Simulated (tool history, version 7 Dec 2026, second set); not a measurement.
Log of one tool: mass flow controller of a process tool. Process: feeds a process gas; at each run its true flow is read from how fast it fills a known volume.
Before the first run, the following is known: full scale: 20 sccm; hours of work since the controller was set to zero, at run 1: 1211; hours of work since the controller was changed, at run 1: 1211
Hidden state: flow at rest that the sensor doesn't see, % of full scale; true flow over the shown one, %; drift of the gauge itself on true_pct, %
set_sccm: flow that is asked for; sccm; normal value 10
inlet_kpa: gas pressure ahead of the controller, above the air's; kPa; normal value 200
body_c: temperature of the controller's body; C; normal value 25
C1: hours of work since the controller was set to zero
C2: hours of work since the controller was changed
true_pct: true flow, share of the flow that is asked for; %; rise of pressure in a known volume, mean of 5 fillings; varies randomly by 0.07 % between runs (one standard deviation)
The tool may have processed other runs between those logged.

run 1 hour=0 | set_sccm=10 inlet_kpa=200 body_c=25 | C1=1211 C2=1211 | true_pct=98.61
run 2 hour=128.6 | set_sccm=10 inlet_kpa=200 body_c=25 | C1=1269 C2=1269 | true_pct=98.71
run 3 hour=258.3 | set_sccm=10 inlet_kpa=200 body_c=23 | C1=1327 C2=1327 | true_pct=98.65
run 4 hour=361.1 | set_sccm=10 inlet_kpa=200 body_c=25 | C1=1374 C2=1374 | true_pct=98.72
run 5 hour=449.2 | set_sccm=10 inlet_kpa=200 body_c=25 | C1=1413 C2=1413 | true_pct=98.69
run 6 hour=520.4 | set_sccm=10 inlet_kpa=200 body_c=25 | C1=1445 C2=1445 | true_pct=98.63
run 7 hour=604.7 | set_sccm=10 inlet_kpa=200 body_c=25 | C1=1483 C2=1483 | true_pct=98.59
run 8 hour=681.2 | set_sccm=10 inlet_kpa=164 body_c=25 | C1=1517 C2=1517 | true_pct=98.97
run 9 hour=824.2 | set_sccm=10 inlet_kpa=200 body_c=25 | C1=1582 C2=1582 | true_pct=98.69
run 10 hour=972.4 | set_sccm=11 inlet_kpa=200 body_c=25 | C1=1648 C2=1648 | true_pct=98.82
run 11 hour=1036.8 | set_sccm=11 inlet_kpa=200 body_c=25 | C1=1677 C2=1677 | true_pct=98.95
run 12 hour=1135.4 | set_sccm=3 inlet_kpa=261 body_c=39 | C1=1722 C2=1722 | true_pct=97.87
run 13 hour=1243.6 | set_sccm=10 inlet_kpa=173 body_c=31 | C1=1770 C2=1770 | true_pct=99.02
run 14 hour=1346.3 | set_sccm=6 inlet_kpa=200 body_c=25 | C1=1816 C2=1816 | true_pct=98.09
run 15 hour=1436.6 | set_sccm=15 inlet_kpa=200 body_c=22 | C1=1857 C2=1857 | true_pct=99.33
run 16 hour=1570.2 | set_sccm=5 inlet_kpa=200 body_c=28 | C1=1917 C2=1917 | true_pct=98.17
run 17 hour=1640.6 | set_sccm=10 inlet_kpa=184 body_c=25 | C1=1949 C2=1949 | true_pct=98.72
run 18 hour=1789.6 | set_sccm=10 inlet_kpa=184 body_c=25 | C1=2016 C2=2016 | true_pct=98.79
run 19 hour=1887.5 | set_sccm=10 inlet_kpa=184 body_c=25 | C1=2059 C2=2059 | true_pct=98.73
run 20 hour=1968.6 | set_sccm=9 inlet_kpa=194 body_c=30 | C1=2096 C2=2096 | true_pct=98.68
run 21 hour=2044.8 | set_sccm=4 inlet_kpa=166 body_c=30 | C1=2130 C2=2130 | true_pct=98.16

Below are 3 alternative next runs, each starting from the tool's condition after run 21. Predict each:
run A hour=2117.7 | set_sccm=5 inlet_kpa=221 body_c=24 | C1=2163 C2=2163 | true_pct=?
run B hour=2117.7 | set_sccm=10 inlet_kpa=144 body_c=23 | C1=2163 C2=2163 | true_pct=?
run C hour=2117.7 | set_sccm=4 inlet_kpa=191 body_c=30 | C1=2163 C2=2163 | true_pct=?

run=A true_pct=97.99
run=B true_pct=99.09
run=C true_pct=98.04
Take away the tool's hidden state, keep each run's random variation, and the runs would have read:
run=A true_pct=97.98
run=B true_pct=99.08
run=C true_pct=98.03
